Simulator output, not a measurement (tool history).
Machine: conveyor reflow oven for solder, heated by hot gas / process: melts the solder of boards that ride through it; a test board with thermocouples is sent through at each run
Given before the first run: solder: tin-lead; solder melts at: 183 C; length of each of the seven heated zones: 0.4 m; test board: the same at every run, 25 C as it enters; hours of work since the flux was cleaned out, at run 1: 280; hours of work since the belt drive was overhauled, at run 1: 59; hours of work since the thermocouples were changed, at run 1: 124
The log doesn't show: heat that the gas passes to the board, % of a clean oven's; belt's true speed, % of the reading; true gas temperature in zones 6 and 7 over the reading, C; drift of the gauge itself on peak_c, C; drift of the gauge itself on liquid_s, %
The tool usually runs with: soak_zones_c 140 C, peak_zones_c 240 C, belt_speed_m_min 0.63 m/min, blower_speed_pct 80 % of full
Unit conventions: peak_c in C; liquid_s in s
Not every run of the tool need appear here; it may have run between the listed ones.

run	hour	soak_zones_c	peak_zones_c	belt_speed_m_min	blower_speed_pct	hours of work since the flux was cleaned out	hours of work since the belt drive was overhauled	hours of work since the thermocouples were changed	peak_c	liquid_s
1	0	140	240	0.63	80	280	59	124	222.8	61.42
2	14.2	140	240	0.63	80	285	65	130	222.3	61.52
3	23.1	140	231	0.63	80	289	69	133	214.6	55.88
4	32.4	140	231	0.63	80	293	72	137	214.4	55.86
5	44.2	140	231	0.63	80	298	77	142	214.1	55.73
6	55.6	149	231	0.63	80	302	82	147	216.2	60.73
7	66.8	149	231	0.63	80	307	87	151	216	60.49
8	79.8	149	231	0.63	80	312	92	156	216.1	60.65
# hour 84.8: belt drive overhauled, speed set with a stopwatch
9	95.4	140	240	0.63	80	317	4	161	222.6	61.49
10	107.8	140	240	0.63	80	322	9	166	222.5	61.32
# hour 122.7: belt drive overhauled, speed set with a stopwatch, once more
11	126.4	140	248	0.63	80	328	2	172	229.1	65.17
12	137.6	126	235	0.512	80	332	6	177	221.9	71.01
13	151.2	126	235	0.512	80	338	12	182	221.6	70.94
14	159.7	126	235	0.512	80	341	15	186	221.7	70.9
15	172.7	126	235	0.512	80	347	20	191	222	70.87
16	181.2	137	246	0.569	66	350	24	194	227.4	70.45
17	194.2	140	243	0.616	80	355	29	200	225.2	64.63
18	203.6	155	240	0.63	77	359	33	204	224.3	68.27
19	215.4	155	240	0.63	77	364	38	208	224	68.35
20	224.2	155	242	0.63	68	368	41	212	224.3	68.22
21	236	155	242	0.63	68	372	46	217	224.6	68.41

Alternative continuations, all from the tool just after run 21; predict every row:
A	247.2	133	248	0.63	80	377	51	221	?	?
B	247.2	137	242	0.63	83	377	51	221	?	?
C	247.2	151	242	0.596	68	377	51	221	?	?
D	247.2	140	246	0.63	80	377	51	221	?	?
E	247.2	140	240	0.63	54	377	51	221	?	?

run	peak_c	liquid_s
A	227.1	62.09
B	223.5	60.99
C	225.1	71.04
D	226.8	64.17
E	216.5	56.11
Take away the tool's hidden state, keep each run's random variation, and the runs would have read:
run	peak_c	liquid_s
A	230.3	64.13
B	226.6	63.14
C	227.7	72.68
D	229.9	66.05
E	219.3	58.59

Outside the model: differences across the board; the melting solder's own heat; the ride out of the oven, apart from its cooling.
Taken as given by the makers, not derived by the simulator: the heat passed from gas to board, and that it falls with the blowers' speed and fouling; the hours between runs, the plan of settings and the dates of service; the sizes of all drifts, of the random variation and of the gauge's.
